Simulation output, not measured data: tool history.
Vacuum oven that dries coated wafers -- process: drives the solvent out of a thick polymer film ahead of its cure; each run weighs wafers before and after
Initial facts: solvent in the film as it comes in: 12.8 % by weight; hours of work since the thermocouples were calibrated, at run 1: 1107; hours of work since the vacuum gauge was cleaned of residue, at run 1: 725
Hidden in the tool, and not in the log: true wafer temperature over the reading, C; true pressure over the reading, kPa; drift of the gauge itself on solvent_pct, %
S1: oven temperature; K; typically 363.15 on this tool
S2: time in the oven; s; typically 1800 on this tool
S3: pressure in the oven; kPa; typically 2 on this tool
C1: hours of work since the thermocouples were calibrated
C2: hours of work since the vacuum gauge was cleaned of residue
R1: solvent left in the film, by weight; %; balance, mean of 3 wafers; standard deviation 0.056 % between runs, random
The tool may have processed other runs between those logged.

run	day	S1	S2	S3	C1	C2	R1
1	0	363.15	1800	2	1107	725	2.87
2	1.133	363.15	1800	2	1125	743	2.88
3	1.7	363.15	1800	2	1135	752	2.98
4	3.062	363.15	1800	2	1157	774	2.92
5	3.954	363.15	1800	2	1171	789	2.89
6	4.679	363.15	1800	2	1183	800	2.89
7	5.6	363.15	1800	2	1197	815	2.93
8	6.871	363.15	1800	2	1218	836	3
9	7.454	363.15	1860	1.36	1227	845	2.45
10	8.079	363.15	1860	1.36	1237	855	2.41
11	8.633	370.15	1860	4.42	1246	864	3.14
12	9.204	370.15	1860	4.42	1256	873	3.07
13	10.575	367.15	1620	4.65	1278	895	4.03
14	11.767	374.15	1140	2.79	1297	915	2.39
15	12.879	364.15	1740	2.79	1315	933	3.4

Expected results for the next run?
16	13.75	364.15	1740	2.79	1329	947	?

R1: 3.28 %
With no hidden state in the tool, this same run would have given R1 2.81 %.

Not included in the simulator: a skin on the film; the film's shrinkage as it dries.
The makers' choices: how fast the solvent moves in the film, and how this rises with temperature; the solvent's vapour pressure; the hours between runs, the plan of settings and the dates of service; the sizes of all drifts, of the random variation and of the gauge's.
